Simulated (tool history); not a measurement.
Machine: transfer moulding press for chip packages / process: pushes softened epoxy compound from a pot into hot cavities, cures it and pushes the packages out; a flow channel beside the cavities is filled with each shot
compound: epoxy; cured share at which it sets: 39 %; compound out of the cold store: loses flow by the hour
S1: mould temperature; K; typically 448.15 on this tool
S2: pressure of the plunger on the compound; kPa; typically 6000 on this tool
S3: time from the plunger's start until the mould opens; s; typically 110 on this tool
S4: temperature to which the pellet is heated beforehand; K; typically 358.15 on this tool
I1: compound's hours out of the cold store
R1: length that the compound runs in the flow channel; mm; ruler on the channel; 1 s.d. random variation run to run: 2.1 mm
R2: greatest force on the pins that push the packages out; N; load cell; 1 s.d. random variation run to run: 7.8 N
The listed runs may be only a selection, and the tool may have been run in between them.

{"run": 1, "day": 0.0, "S1": 448.15, "S2": 6000, "S3": 110, "S4": 358.15, "I1": 40.8, "R1": 581, "R2": 321}
{"run": 2, "day": 1.404, "S1": 448.15, "S2": 6000, "S3": 110, "S4": 358.15, "I1": 40.2, "R1": 581, "R2": 333}
{"day": 2.825, "done": "cavities cleaned with cleaning compound and waxed"}
{"run": 3, "day": 3.221, "S1": 445.15, "S2": 6000, "S3": 110, "S4": 358.15, "I1": 35.3, "R1": 597, "R2": 404}
{"run": 4, "day": 5.475, "S1": 448.15, "S2": 6000, "S3": 110, "S4": 358.15, "I1": 37.2, "R1": 590, "R2": 311}
{"day": 5.667, "done": "cavities cleaned with cleaning compound and waxed"}
{"run": 5, "day": 8.054, "S1": 448.15, "S2": 6000, "S3": 110, "S4": 358.15, "I1": 28.9, "R1": 596, "R2": 329}
{"day": 8.483, "done": "cavities cleaned with cleaning compound and waxed"}
{"run": 6, "day": 9.667, "S1": 448.15, "S2": 6000, "S3": 110, "S4": 358.15, "I1": 21.3, "R1": 609, "R2": 321}
{"day": 11.396, "done": "cavities cleaned with cleaning compound and waxed"}
{"run": 7, "day": 12.358, "S1": 448.15, "S2": 6000, "S3": 110, "S4": 358.15, "I1": 38.7, "R1": 586, "R2": 322}
{"day": 13.317, "done": "plunger's sealing rings changed"}
{"day": 14.35, "done": "cavities cleaned with cleaning compound and waxed"}
{"run": 8, "day": 14.992, "S1": 448.15, "S2": 6000, "S3": 99, "S4": 358.15, "I1": 37.6, "R1": 588, "R2": 395}
{"day": 17.129, "done": "cavities cleaned with cleaning compound and waxed"}
{"run": 9, "day": 17.621, "S1": 448.15, "S2": 6000, "S3": 99, "S4": 358.15, "I1": 10.6, "R1": 627, "R2": 432}
{"day": 19.992, "done": "cavities cleaned with cleaning compound and waxed"}
{"run": 10, "day": 20.221, "S1": 448.15, "S2": 6000, "S3": 99, "S4": 358.15, "I1": 39.8, "R1": 581, "R2": 414}
{"run": 11, "day": 21.762, "S1": 448.15, "S2": 6000, "S3": 99, "S4": 358.15, "I1": 22.4, "R1": 608, "R2": 429}
{"day": 22.875, "done": "cavities cleaned with cleaning compound and waxed"}
{"run": 12, "day": 23.229, "S1": 449.15, "S2": 6000, "S3": 110, "S4": 356.15, "I1": 25.5, "R1": 604, "R2": 324}
{"run": 13, "day": 24.8, "S1": 449.15, "S2": 4760, "S3": 110, "S4": 356.15, "I1": 23.7, "R1": 536, "R2": 319}
{"day": 25.683, "done": "cavities cleaned with cleaning compound and waxed"}
{"run": 14, "day": 26.146, "S1": 445.15, "S2": 5650, "S3": 128, "S4": 351.15, "I1": 19.8, "R1": 600, "R2": 306}
{"day": 27.638, "done": "mould's thermocouples calibrated"}
{"run": 15, "day": 27.983, "S1": 445.15, "S2": 5650, "S3": 128, "S4": 351.15, "I1": 45.9, "R1": 565, "R2": 300}
{"day": 28.558, "done": "cavities cleaned with cleaning compound and waxed"}
{"run": 16, "day": 29.921, "S1": 445.15, "S2": 5650, "S3": 128, "S4": 351.15, "I1": 37.6, "R1": 578, "R2": 303}
{"day": 31.492, "done": "cavities cleaned with cleaning compound and waxed"}
{"run": 17, "day": 31.933, "S1": 445.15, "S2": 5650, "S3": 128, "S4": 368.15, "I1": 26, "R1": 587, "R2": 305}
{"run": 18, "day": 34.158, "S1": 455.15, "S2": 7440, "S3": 93, "S4": 360.15, "I1": 37.8, "R1": 636, "R2": 298}
{"day": 34.454, "done": "cavities cleaned with cleaning compound and waxed"}
{"run": 19, "day": 36.675, "S1": 456.15, "S2": 6000, "S3": 110, "S4": 367.15, "I1": 14.1, "R1": 604, "R2": 251}
{"day": 37.358, "done": "cavities cleaned with cleaning compound and waxed"}
{"run": 20, "day": 38.196, "S1": 444.15, "S2": 7240, "S3": 110, "S4": 354.15, "I1": 37.3, "R1": 651, "R2": 414}

Each row is a separate what-if for the run after 20, all from the same tool condition, not one after another. Results?
{"run": "A", "day": 39.358, "S1": 448.15, "S2": 6000, "S3": 106, "S4": 362.15, "I1": 21.1, "R1": "?", "R2": "?"}
{"run": "B", "day": 39.358, "S1": 444.15, "S2": 7240, "S3": 117, "S4": 354.15, "I1": 45.2, "R1": "?", "R2": "?"}
{"run": "C", "day": 39.358, "S1": 447.15, "S2": 6170, "S3": 133, "S4": 354.15, "I1": 21.2, "R1": "?", "R2": "?"}
{"run": "D", "day": 39.358, "S1": 444.15, "S2": 5960, "S3": 110, "S4": 354.15, "I1": 38.1, "R1": "?", "R2": "?"}

run=A R1=612 R2=357
run=B R1=639 R2=377
run=C R1=624 R2=264
run=D R1=591 R2=455
The same runs, with their run-to-run variation unchanged, on a tool lacking any hidden condition would have given:
run=A R1=613 R2=353
run=B R1=641 R2=373
run=C R1=625 R2=261
run=D R1=592 R2=449
